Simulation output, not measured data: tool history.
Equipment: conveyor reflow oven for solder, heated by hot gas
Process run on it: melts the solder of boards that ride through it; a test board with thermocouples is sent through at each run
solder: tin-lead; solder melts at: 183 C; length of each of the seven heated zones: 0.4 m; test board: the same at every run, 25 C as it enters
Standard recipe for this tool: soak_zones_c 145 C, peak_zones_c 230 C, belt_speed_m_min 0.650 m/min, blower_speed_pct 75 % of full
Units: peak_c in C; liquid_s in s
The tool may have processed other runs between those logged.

run 1 hour=0.0 | soak_zones_c=145 peak_zones_c=230 belt_speed_m_min=0.650 blower_speed_pct=75 | peak_c=211.8 liquid_s=52.2
run 2 hour=44.6 | soak_zones_c=157 peak_zones_c=230 belt_speed_m_min=0.650 blower_speed_pct=75 | peak_c=214.0 liquid_s=59.9
run 3 hour=83.8 | soak_zones_c=157 peak_zones_c=230 belt_speed_m_min=0.650 blower_speed_pct=75 | peak_c=213.3 liquid_s=59.5
run 4 hour=119.3 | soak_zones_c=145 peak_zones_c=230 belt_speed_m_min=0.650 blower_speed_pct=52 | peak_c=205.7 liquid_s=45.5
run 5 hour=160.8 | soak_zones_c=145 peak_zones_c=230 belt_speed_m_min=0.650 blower_speed_pct=75 | peak_c=210.4 liquid_s=51.1
run 6 hour=202.5 | soak_zones_c=145 peak_zones_c=230 belt_speed_m_min=0.650 blower_speed_pct=75 | peak_c=210.5 liquid_s=51.5
run 7 hour=245.5 | soak_zones_c=145 peak_zones_c=230 belt_speed_m_min=0.650 blower_speed_pct=75 | peak_c=210.3 liquid_s=50.3
run 8 hour=269.6 | soak_zones_c=145 peak_zones_c=230 belt_speed_m_min=0.650 blower_speed_pct=57 | peak_c=206.7 liquid_s=45.9
run 9 hour=299.6 | soak_zones_c=145 peak_zones_c=245 belt_speed_m_min=0.650 blower_speed_pct=75 | peak_c=221.6 liquid_s=59.9
run 10 hour=325.5 | soak_zones_c=145 peak_zones_c=245 belt_speed_m_min=0.650 blower_speed_pct=75 | peak_c=221.1 liquid_s=59.6
run 11 hour=351.5 | soak_zones_c=145 peak_zones_c=245 belt_speed_m_min=0.650 blower_speed_pct=75 | peak_c=221.5 liquid_s=59.8
run 12 hour=375.6 | soak_zones_c=145 peak_zones_c=245 belt_speed_m_min=0.650 blower_speed_pct=75 | peak_c=221.0 liquid_s=59.9
-- hour=407.4 flux residue cleaned out of gas plates and filters
run 13 hour=412.4 | soak_zones_c=145 peak_zones_c=245 belt_speed_m_min=0.650 blower_speed_pct=75 | peak_c=223.2 liquid_s=61.9
run 14 hour=457.9 | soak_zones_c=145 peak_zones_c=245 belt_speed_m_min=0.650 blower_speed_pct=75 | peak_c=222.8 liquid_s=61.5
run 15 hour=489.7 | soak_zones_c=145 peak_zones_c=230 belt_speed_m_min=0.650 blower_speed_pct=75 | peak_c=210.5 liquid_s=51.7
run 16 hour=523.1 | soak_zones_c=147 peak_zones_c=232 belt_speed_m_min=0.718 blower_speed_pct=61 | peak_c=206.4 liquid_s=41.8
run 17 hour=570.2 | soak_zones_c=145 peak_zones_c=228 belt_speed_m_min=0.546 blower_speed_pct=75 | peak_c=213.4 liquid_s=66.0
run 18 hour=608.3 | soak_zones_c=145 peak_zones_c=228 belt_speed_m_min=0.546 blower_speed_pct=75 | peak_c=213.4 liquid_s=66.1
run 19 hour=650.8 | soak_zones_c=146 peak_zones_c=221 belt_speed_m_min=0.546 blower_speed_pct=75 | peak_c=207.6 liquid_s=60.8
run 20 hour=673.8 | soak_zones_c=146 peak_zones_c=221 belt_speed_m_min=0.528 blower_speed_pct=88 | peak_c=209.6 liquid_s=66.1
run 21 hour=695.3 | soak_zones_c=146 peak_zones_c=221 belt_speed_m_min=0.528 blower_speed_pct=88 | peak_c=209.4 liquid_s=65.3
run 22 hour=734.9 | soak_zones_c=145 peak_zones_c=219 belt_speed_m_min=0.650 blower_speed_pct=57 | peak_c=197.3 liquid_s=34.2
run 23 hour=774.4 | soak_zones_c=145 peak_zones_c=219 belt_speed_m_min=0.650 blower_speed_pct=57 | peak_c=197.0 liquid_s=33.6
-- hour=814.8 flux residue cleaned out of gas plates and filters
run 24 hour=817.1 | soak_zones_c=132 peak_zones_c=233 belt_speed_m_min=0.612 blower_speed_pct=53 | peak_c=207.7 liquid_s=47.2
run 25 hour=860.9 | soak_zones_c=132 peak_zones_c=233 belt_speed_m_min=0.612 blower_speed_pct=53 | peak_c=207.9 liquid_s=46.6
run 26 hour=895.9 | soak_zones_c=132 peak_zones_c=233 belt_speed_m_min=0.612 blower_speed_pct=53 | peak_c=207.8 liquid_s=46.2
run 27 hour=922.0 | soak_zones_c=136 peak_zones_c=230 belt_speed_m_min=0.638 blower_speed_pct=81 | peak_c=210.3 liquid_s=49.9
run 28 hour=951.7 | soak_zones_c=138 peak_zones_c=235 belt_speed_m_min=0.739 blower_speed_pct=50 | peak_c=201.0 liquid_s=32.0
run 29 hour=989.9 | soak_zones_c=156 peak_zones_c=230 belt_speed_m_min=0.535 blower_speed_pct=75 | peak_c=217.5 liquid_s=76.9
run 30 hour=1021.0 | soak_zones_c=145 peak_zones_c=230 belt_speed_m_min=0.650 blower_speed_pct=81 | peak_c=210.7 liquid_s=52.5

Predict each of these 3 candidate next runs independently; none follows another, all start after run 30:
run A hour=1047.9 | soak_zones_c=146 peak_zones_c=244 belt_speed_m_min=0.650 blower_speed_pct=59 | peak_c=? liquid_s=?
run B hour=1047.9 | soak_zones_c=145 peak_zones_c=245 belt_speed_m_min=0.577 blower_speed_pct=75 | peak_c=? liquid_s=?
run C hour=1047.9 | soak_zones_c=145 peak_zones_c=244 belt_speed_m_min=0.650 blower_speed_pct=74 | peak_c=? liquid_s=?

run=A peak_c=218.3 liquid_s=57.9
run=B peak_c=226.1 liquid_s=72.1
run=C peak_c=221.1 liquid_s=59.9
Without the tool's unlogged condition, the same runs would have read:
run=A peak_c=220.2 liquid_s=58.8
run=B peak_c=228.0 liquid_s=72.6
run=C peak_c=223.1 liquid_s=60.7
